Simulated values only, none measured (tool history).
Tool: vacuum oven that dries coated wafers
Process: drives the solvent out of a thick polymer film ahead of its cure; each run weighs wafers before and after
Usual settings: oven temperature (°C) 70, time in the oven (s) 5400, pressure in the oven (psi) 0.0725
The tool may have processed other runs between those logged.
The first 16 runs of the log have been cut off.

run	hour	oven temperature (°C)	time in the oven (s)	pressure in the oven (psi)	hours of work since the thermocouples were calibrated	hours of work since the vacuum gauge was cleaned of residue	solvent left in the film (%)
17	738.5	62	5400	0.0725	441	180	6.05
18	806.8	70	5400	0.0725	480	219	2.53
19	869.6	70	5400	0.1066	515	254	2.84
20	919.0	70	5400	0.1066	543	282	2.85
21	966.9	70	5400	0.1066	570	309	2.93
22	1012.5	70	5400	0.1066	595	335	2.87
23	1079.6	82	8580	0.0725	633	372	0.42
24	1138.0	84	9480	0.0725	666	405	0.37
25	1175.4	61	3240	0.1178	687	426	10.32
26	1242.6	61	8340	0.0622	725	464	3.91
27	1272.3	64	8340	0.0898	742	481	3.00
28	1303.6	78	7680	0.0508	759	499	0.43
29	1356.0	78	4200	0.0656	789	528	1.27
30	1424.2	78	4200	0.0656	827	567	1.24
31	1457.8	78	4200	0.0656	846	585	1.24
32	1512.0	78	4200	0.0656	877	616	1.35
33	1555.7	78	4200	0.0656	901	641	1.29
34	1624.1	78	4200	0.0656	940	679	1.30
35	1652.3	66	3780	0.0656	956	695	6.29
36	1692.6	79	8160	0.0737	978	718	0.60
37	1752.2	79	8160	0.0737	1012	751	0.54
38	1781.9	70	2760	0.0364	1029	768	6.05
# hour 1821.3: oven's thermocouples calibrated
39	1826.1	70	2760	0.0364	3	792	6.13
40	1858.3	70	2760	0.0364	21	810	6.13

Expected results for the next run?
41	1903.2	70	2760	0.0364	46	835	?

solvent left in the film (%): 6.10
Take away the tool's hidden state, keep the run-to-run variation as it was, and the same run would have given solvent left in the film (%) 6.08.
